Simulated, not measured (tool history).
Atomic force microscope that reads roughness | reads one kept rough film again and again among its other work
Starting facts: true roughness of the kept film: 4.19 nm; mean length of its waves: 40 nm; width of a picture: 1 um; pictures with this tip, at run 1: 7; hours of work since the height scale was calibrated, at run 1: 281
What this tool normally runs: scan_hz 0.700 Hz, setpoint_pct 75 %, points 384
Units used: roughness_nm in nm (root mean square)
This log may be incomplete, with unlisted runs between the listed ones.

run   hour  scan_hz  setpoint_pct  points  pictures with this tip  hours of work since the height scale was calibrated  roughness_nm
  1    0.0    0.700            75     384                       7                                                  281         3.607
  2   15.9    0.700            75     384                      29                                                  290         3.493
  3   43.4    0.700            75     384                      66                                                  304         3.345
  4   69.2    0.700            75     384                     100                                                  318         3.241
  5   89.7    0.700            75     384                     128                                                  329         3.159
  6  102.9    2.300            75     384                     146                                                  336         2.881
  7  115.0    2.300            75     384                     162                                                  342         2.838
  8  128.7    2.300            75     384                     180                                                  350         2.775
  9  156.4    2.300            75     384                     218                                                  364         2.667
     167.4  -- new tip fitted
 10  174.0    0.700            75     384                       9                                                  374         3.581
 11  191.0    0.700            75     717                      31                                                  383         3.510
 12  207.2    0.700            70     384                      53                                                  391         3.431
 13  220.3    0.700            70     384                      71                                                  398         3.346
 14  247.2    0.700            70     384                     107                                                  412         3.255
 15  261.7    0.700            70     384                     126                                                  420         3.175
 16  280.5    0.700            70     384                     152                                                  430         3.098
 17  294.5    0.700            70     384                     170                                                  438         3.049
 18  309.0    0.700            75     384                     190                                                  445         2.958
     312.0  -- height scale calibrated on a step standard
 19  334.9    0.700            57     599                     223                                                   12         2.972
     341.0  -- new tip fitted
 20  360.9    0.700            57     599                      26                                                   26         3.567
 21  379.6    0.811            56     384                      52                                                   36         3.469
 22  391.9    3.801            79     384                      68                                                   42         2.743
 23  412.3    3.617            74     321                      96                                                   53         2.809
     435.7  -- height scale calibrated on a step standard, once more
 24  437.9    2.666            67     455                     129                                                    1         3.010
 25  454.2    2.666            67     809                     150                                                   10         2.958
 26  473.8    0.795            67     384                     177                                                   20         3.065
 27  501.0    3.909            84     364                     213                                                   35         2.256
     514.5  -- new tip fitted
 28  515.4    0.700            75     316                       1                                                   42         3.633
 29  538.8    3.001            68     452                      32                                                   55         3.285
 30  564.4    3.001            65     733                      67                                                   68         3.233
 31  578.9    0.700            84     431                      86                                                   76         3.226
 32  592.3    0.700            84     431                     104                                                   83         3.187
 33  607.9    0.700            65     318                     125                                                   91         3.223
 34  631.0    0.592            79     384                     156                                                  104         3.080
 35  654.2    0.700            61     384                     187                                                  116         3.038

4 ways to go on from here, each from the tool as it stands after run 35. What would each give?
  A  670.7    2.519            75     384                     210                                                  125             ?
  B  670.7    0.945            61     279                     210                                                  125             ?
  C  670.7    3.286            89     348                     210                                                  125             ?
  D  670.7    0.700            59     636                     210                                                  125             ?

run  roughness_nm
  A         2.673
  B         2.986
  C         2.217
  D         3.040
Without the tool's unlogged condition, the same runs would have read:
run  roughness_nm
  A         3.311
  B         3.696
  C         2.746
  D         3.764
